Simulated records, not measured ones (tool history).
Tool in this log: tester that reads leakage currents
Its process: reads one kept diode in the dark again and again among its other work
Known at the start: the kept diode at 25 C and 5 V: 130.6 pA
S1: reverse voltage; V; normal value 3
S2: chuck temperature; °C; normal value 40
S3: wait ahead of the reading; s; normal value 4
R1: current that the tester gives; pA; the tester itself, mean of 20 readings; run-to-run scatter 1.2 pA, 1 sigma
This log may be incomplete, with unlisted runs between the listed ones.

run,hour,S1,S2,S3,R1
1,0,3,40,4,375.53
2,63.2,3,52,4,1032.68
3,139.6,3,25,4,94.76
4,250.9,1.34,25,4,59.97
# hour 263.3: probe card cleaned and baked
5,350.5,1.34,25,4,59.94
6,409.2,1.34,25,4,60.05
7,515.2,1.34,24,4,53.91
8,570.1,1.34,24,4,53.65
9,635.7,4.6,22,0.81,89.51
10,714.8,4.6,22,0.81,89.6
# hour 817.9: probe card cleaned and baked, once more
11,834.4,4.42,40,0.81,444.59
12,911.5,3,33,4,189.74
13,977.7,3.52,40,4,386.97
14,1078.8,3.52,40,4,386.79
15,1184.9,8.8,40,0.44,641.91

Consider 5 possible next runs. They are alternatives, not a sequence: every one starts from the tool as it was left by run 15. What does each give?
A,1235.5,8.8,30,0.44,?
B,1235.5,3,40,4.26,?
C,1235.5,3.08,26,0.44,?
D,1235.5,2.68,34,4.4,?
E,1235.5,2.32,40,0.96,?

run,R1
A,259.62
B,347.68
C,98.81
D,190.99
E,303.23
What these runs would have given with no unlogged condition in the tool:
run,R1
A,290.61
B,387.39
C,110.95
D,213.63
E,337.82

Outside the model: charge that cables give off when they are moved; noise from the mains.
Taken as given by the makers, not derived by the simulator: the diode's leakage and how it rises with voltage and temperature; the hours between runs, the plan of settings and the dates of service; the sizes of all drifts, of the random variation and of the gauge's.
